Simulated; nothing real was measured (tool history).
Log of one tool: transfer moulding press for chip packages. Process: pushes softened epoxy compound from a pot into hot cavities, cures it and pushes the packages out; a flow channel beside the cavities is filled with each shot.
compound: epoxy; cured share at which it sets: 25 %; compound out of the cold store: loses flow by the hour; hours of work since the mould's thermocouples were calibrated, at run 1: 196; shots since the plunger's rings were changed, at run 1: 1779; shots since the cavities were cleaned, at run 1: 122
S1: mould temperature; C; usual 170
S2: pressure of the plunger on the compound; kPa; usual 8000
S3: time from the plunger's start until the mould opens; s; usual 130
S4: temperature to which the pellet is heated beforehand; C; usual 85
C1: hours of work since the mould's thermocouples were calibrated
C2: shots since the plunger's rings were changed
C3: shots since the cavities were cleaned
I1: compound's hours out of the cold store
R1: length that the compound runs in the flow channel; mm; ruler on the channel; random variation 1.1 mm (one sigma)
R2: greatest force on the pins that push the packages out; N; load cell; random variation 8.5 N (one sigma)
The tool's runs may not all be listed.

run,hour,S1,S2,S3,S4,C1,C2,C3,I1,R1,R2
1,0.0,170,8000,130,85,196,1779,122,35.4,477,442
2,12.5,170,8000,130,85,205,1904,247,16.2,529,477
3,28.2,170,8000,130,85,216,2062,405,25.6,502,513
4,47.5,170,8000,130,84,231,2256,599,36.1,473,548
5,57.5,170,8000,130,85,238,2356,699,19.3,518,568
# hour 62.9: cavities cleaned with cleaning compound and waxed
6,71.7,170,8000,130,85,247,2483,88,26.2,497,426
7,82.2,170,7740,130,85,255,2588,193,46.5,440,470
8,94.6,170,8000,130,85,264,2713,318,13.3,531,504
9,108.8,170,8000,130,85,275,2856,461,47.4,442,521
10,123.9,170,8000,130,85,286,3007,612,44.6,448,540
# hour 139.7: cavities cleaned with cleaning compound and waxed
11,145.1,170,8000,130,85,301,3205,55,45.9,443,411
12,160.1,170,8000,130,85,312,3355,205,8.4,542,479
13,170.4,170,8000,130,85,319,3459,309,42.1,452,485
# hour 180.9: plunger's sealing rings changed
14,196.5,170,8000,130,85,337,156,545,11.3,555,524
# hour 217.5: cavities cleaned with cleaning compound and waxed
15,220.5,174,9020,138,92,353,382,31,25.4,537,385
16,239.3,174,9020,138,92,367,571,220,46.7,477,431
17,263.1,176,6820,130,85,385,809,458,36.3,435,482
18,284.6,174,8000,147,85,400,1025,674,12.2,540,516
# hour 294.2: cavities cleaned with cleaning compound and waxed
19,297.4,174,8000,130,85,409,1138,32,27.3,498,395
20,310.8,178,7720,112,85,419,1273,167,47.0,432,430
21,326.9,164,8000,120,85,431,1435,329,33.6,500,755
22,341.8,178,8000,130,85,442,1584,478,33.6,472,466
23,359.0,164,8850,141,76,454,1756,650,19.5,566,625
# hour 369.8: cavities cleaned with cleaning compound and waxed
24,375.4,175,7280,132,84,465,1906,56,35.5,449,397
25,387.6,175,7280,132,84,474,2028,178,45.0,426,432
26,399.2,168,6900,165,79,483,2145,295,19.1,488,478
27,412.6,168,8000,130,90,493,2279,429,18.0,527,553
28,427.3,168,8000,130,90,504,2427,577,11.6,545,576

How the hidden state differs across the entries between the runs, from the last listed run before each to the first after it:
Between runs 5 and 6: cavities cleaned with cleaning compound and waxed (hour 62.9)
  true mould temperature over the reading, C: -0.17 -> -0.19; pressure that reaches the compound, % of what is set: 93.69 -> 93.38; grip of the stained cavities, % over clean ones': 37.1 -> 8.7
  measured less the result without the state, R1: -17 -> -16 mm; R2: +155 -> +36 N
Between runs 10 and 11: cavities cleaned with cleaning compound and waxed (hour 139.7)
  true mould temperature over the reading, C: -0.27 -> -0.29; pressure that reaches the compound, % of what is set: 92.15 -> 91.7; grip of the stained cavities, % over clean ones': 35.2 -> 5.5
  measured less the result without the state, R1: -18 -> -19 mm; R2: +144 -> +24 N
Between runs 13 and 14: plunger's sealing rings changed (hour 180.9)
  true mould temperature over the reading, C: -0.32 -> -0.36; pressure that reaches the compound, % of what is set: 91.1 -> 99.52; grip of the stained cavities, % over clean ones': 22.5 -> 32.1
  measured less the result without the state, R1: -21 -> -1 mm; R2: +92 -> +131 N
Between runs 14 and 15: cavities cleaned with cleaning compound and waxed (hour 217.5)
  true mould temperature over the reading, C: -0.36 -> -0.39; pressure that reaches the compound, % of what is set: 99.52 -> 99; grip of the stained cavities, % over clean ones': 32.1 -> 3.4
  measured less the result without the state, R1: -1 -> -2 mm; R2: +131 -> +14 N
Between runs 18 and 19: cavities cleaned with cleaning compound and waxed (hour 294.2)
  true mould temperature over the reading, C: -0.48 -> -0.49; pressure that reaches the compound, % of what is set: 97.48 -> 97.22; grip of the stained cavities, % over clean ones': 36.8 -> 4.8
  measured less the result without the state, R1: -5 -> -6 mm; R2: +139 -> +20 N
Between runs 23 and 24: cavities cleaned with cleaning compound and waxed (hour 369.8)
  true mould temperature over the reading, C: -0.58 -> -0.6; pressure that reaches the compound, % of what is set: 95.8 -> 95.4; grip of the stained cavities, % over clean ones': 36.3 -> 5.3
  measured less the result without the state, R1: -11 -> -10 mm; R2: +182 -> +21 N
